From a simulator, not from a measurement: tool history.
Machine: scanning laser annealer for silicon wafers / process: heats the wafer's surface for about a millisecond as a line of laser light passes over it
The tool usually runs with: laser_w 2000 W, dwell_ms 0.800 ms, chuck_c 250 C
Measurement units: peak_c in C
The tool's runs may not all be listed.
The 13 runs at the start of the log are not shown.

| run | day | laser_w | dwell_ms | chuck_c | peak_c |
|---|---|---|---|---|---|
| 14 | 27.500 | 2000 | 0.800 | 250 | 1093 |
| 15 | 30.867 | 2120 | 0.800 | 250 | 1149 |
| 16 | 33.504 | 2000 | 0.800 | 218 | 1061 |
| 17 | 36.867 | 2000 | 0.800 | 218 | 1059 |
| 18 | 38.417 | 2000 | 0.849 | 287 | 1153 |
| 19 | 40.738 | 2000 | 0.691 | 287 | 1068 |
| 20 | 43.079 | 2000 | 0.691 | 287 | 1069 |
| 21 | 46.421 | 2000 | 0.868 | 279 | 1154 |
| 22 | 48.475 | 2000 | 0.792 | 259 | 1097 |
| 23 | 50.638 | 2000 | 0.792 | 259 | 1097 |
| 24 | 53.521 | 2049 | 0.800 | 254 | 1117 |
| 25 | 55.517 | 1834 | 0.614 | 254 | 924 |
|  | 55.792 | window over the wafer cleaned |
| 26 | 57.175 | 2000 | 0.718 | 270 | 1067 |
| 27 | 59.033 | 2000 | 0.704 | 270 | 1059 |
| 28 | 61.279 | 1702 | 0.783 | 261 | 960 |
| 29 | 63.404 | 1702 | 0.783 | 261 | 964 |
| 30 | 65.429 | 1832 | 0.602 | 261 | 924 |
| 31 | 67.033 | 1832 | 0.602 | 261 | 925 |
| 32 | 70.225 | 1832 | 0.602 | 241 | 904 |
| 33 | 73.388 | 1832 | 0.602 | 241 | 906 |

3 options for the next run, each taken on its own from the tool as it stands now. Forecast them:
| A | 76.488 | 2000 | 0.800 | 220 | ? |
| B | 76.488 | 1926 | 0.645 | 284 | ? |
| C | 76.488 | 1931 | 0.834 | 250 | ? |

| run | peak_c |
|---|---|
| A | 1063 |
| B | 1011 |
| C | 1080 |
Take away the tool's hidden state, keep each run's random variation, and the runs would have read:
| run | peak_c |
|---|---|
| A | 1064 |
| B | 1012 |
| C | 1081 |
